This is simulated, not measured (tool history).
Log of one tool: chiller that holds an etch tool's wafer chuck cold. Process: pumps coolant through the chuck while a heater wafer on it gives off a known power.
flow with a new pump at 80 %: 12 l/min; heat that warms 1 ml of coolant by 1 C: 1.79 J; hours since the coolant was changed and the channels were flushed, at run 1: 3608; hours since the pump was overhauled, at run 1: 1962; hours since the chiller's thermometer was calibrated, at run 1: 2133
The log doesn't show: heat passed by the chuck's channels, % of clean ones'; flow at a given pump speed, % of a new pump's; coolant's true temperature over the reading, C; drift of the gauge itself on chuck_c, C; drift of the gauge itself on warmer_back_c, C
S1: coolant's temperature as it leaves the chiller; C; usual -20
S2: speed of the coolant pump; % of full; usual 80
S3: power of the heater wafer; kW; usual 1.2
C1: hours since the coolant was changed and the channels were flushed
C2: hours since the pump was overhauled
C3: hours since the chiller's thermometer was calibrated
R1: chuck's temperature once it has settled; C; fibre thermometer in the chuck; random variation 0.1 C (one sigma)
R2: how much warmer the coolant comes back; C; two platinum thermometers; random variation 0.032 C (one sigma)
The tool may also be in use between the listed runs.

run 1 hour=0 | S1=-20 S2=80 S3=1.2 | C1=3608 C2=1962 C3=2133 | R1=-9.2 R2=3.37
run 2 hour=28.5 | S1=-18 S2=80 S3=1.2 | C1=3637 C2=1990 C3=2161 | R1=-7 R2=3.42
run 3 hour=52.1 | S1=-18 S2=80 S3=1.2 | C1=3660 C2=2014 C3=2185 | R1=-7 R2=3.37
run 4 hour=96 | S1=-18 S2=80 S3=1.2 | C1=3704 C2=2058 C3=2229 | R1=-7 R2=3.47
run 5 hour=146.9 | S1=-20 S2=65 S3=1.2 | C1=3755 C2=2109 C3=2280 | R1=-7 R2=4.24
run 6 hour=198.6 | S1=-20 S2=99 S3=1.2 | C1=3807 C2=2160 C3=2331 | R1=-10.9 R2=2.79
run 7 hour=228.7 | S1=-20 S2=80 S3=1.2 | C1=3837 C2=2190 C3=2361 | R1=-9.3 R2=3.45
run 8 hour=271.9 | S1=-20 S2=80 S3=1.2 | C1=3880 C2=2234 C3=2405 | R1=-9.1 R2=3.56
run 9 hour=319.1 | S1=-20 S2=80 S3=0.994 | C1=3927 C2=2281 C3=2452 | R1=-10.9 R2=2.97
run 10 hour=350.2 | S1=-20 S2=80 S3=1.019 | C1=3959 C2=2312 C3=2483 | R1=-10.9 R2=3.11
run 11 hour=379.3 | S1=-25 S2=80 S3=1.019 | C1=3988 C2=2341 C3=2512 | R1=-15.7 R2=3.1
-- hour=403.8 coolant changed, channels flushed
run 12 hour=431.6 | S1=-25 S2=80 S3=1.019 | C1=28 C2=2387 C3=2558 | R1=-16 R2=3.14
run 13 hour=477.9 | S1=-20 S2=80 S3=1.2 | C1=74 C2=2434 C3=2605 | R1=-9.4 R2=3.69
run 14 hour=529.3 | S1=-20 S2=80 S3=1.2 | C1=125 C2=2485 C3=2656 | R1=-9.2 R2=3.68
run 15 hour=573.8 | S1=-20 S2=80 S3=1.2 | C1=170 C2=2530 C3=2701 | R1=-9.2 R2=3.74
run 16 hour=619.1 | S1=-20 S2=80 S3=1.2 | C1=215 C2=2575 C3=2746 | R1=-9.2 R2=3.82
run 17 hour=654.8 | S1=-20 S2=80 S3=1.2 | C1=251 C2=2611 C3=2782 | R1=-9.2 R2=3.83
run 18 hour=691.9 | S1=-20 S2=80 S3=1.2 | C1=288 C2=2648 C3=2819 | R1=-9.1 R2=3.81
-- hour=700.5 gauge calibrated
run 19 hour=720.9 | S1=-20 S2=80 S3=1.104 | C1=317 C2=2677 C3=2848 | R1=-9.8 R2=3.12
run 20 hour=769.7 | S1=-15 S2=86 S3=1.104 | C1=366 C2=2725 C3=2896 | R1=-5.7 R2=2.89
run 21 hour=812 | S1=-15 S2=86 S3=1.104 | C1=408 C2=2768 C3=2939 | R1=-5.6 R2=2.9
run 22 hour=849.7 | S1=-23 S2=94 S3=1.104 | C1=446 C2=2805 C3=2976 | R1=-14.3 R2=2.75
run 23 hour=883.7 | S1=-23 S2=94 S3=1.104 | C1=480 C2=2839 C3=3010 | R1=-14.1 R2=2.73
run 24 hour=918.4 | S1=-11 S2=97 S3=0.811 | C1=515 C2=2874 C3=3045 | R1=-4.8 R2=1.98
run 25 hour=957.1 | S1=-11 S2=97 S3=0.811 | C1=553 C2=2913 C3=3084 | R1=-4.8 R2=1.99
run 26 hour=1006.4 | S1=-14 S2=60 S3=0.811 | C1=603 C2=2962 C3=3133 | R1=-4.7 R2=3.26
run 27 hour=1054.7 | S1=-26 S2=71 S3=0.811 | C1=651 C2=3010 C3=3181 | R1=-18 R2=2.8
run 28 hour=1084.6 | S1=-27 S2=87 S3=1.678 | C1=681 C2=3040 C3=3211 | R1=-12.8 R2=4.57
run 29 hour=1117.7 | S1=-21 S2=98 S3=1.555 | C1=714 C2=3073 C3=3244 | R1=-9.1 R2=3.82
run 30 hour=1140.5 | S1=-20 S2=88 S3=1.5 | C1=737 C2=3096 C3=3267 | R1=-7.3 R2=4.09
run 31 hour=1172.3 | S1=-14 S2=88 S3=1.706 | C1=768 C2=3128 C3=3299 | R1=0.3 R2=4.68

Some steps in R2 between neighbouring runs. How much of each would the tool show without its hidden state too (settings, what came in, random variation), and how much is left for the hidden state, with any gauge scatter that isn't in both results?
Run 5 -> 6: S2 65 -> 99. R2 -1.45 C: hidden state +0.04, all else -1.49.
Run 8 -> 9: S3 1.2 -> 0.994. R2 -0.59 C: hidden state +0.04, all else -0.63.
Run 18 -> 19: S3 1.2 -> 1.104, gauge calibrated. R2 -0.69 C: hidden state -0.46, all else -0.23.
Run 25 -> 26: S1 -11 -> -14, S2 97 -> 60. R2 +1.27 C: hidden state +0.04, all else +1.23.
Run 27 -> 28: S1 -26 -> -27, S2 71 -> 87, S3 0.811 -> 1.678. R2 +1.77 C: hidden state +0.02, all else +1.75.
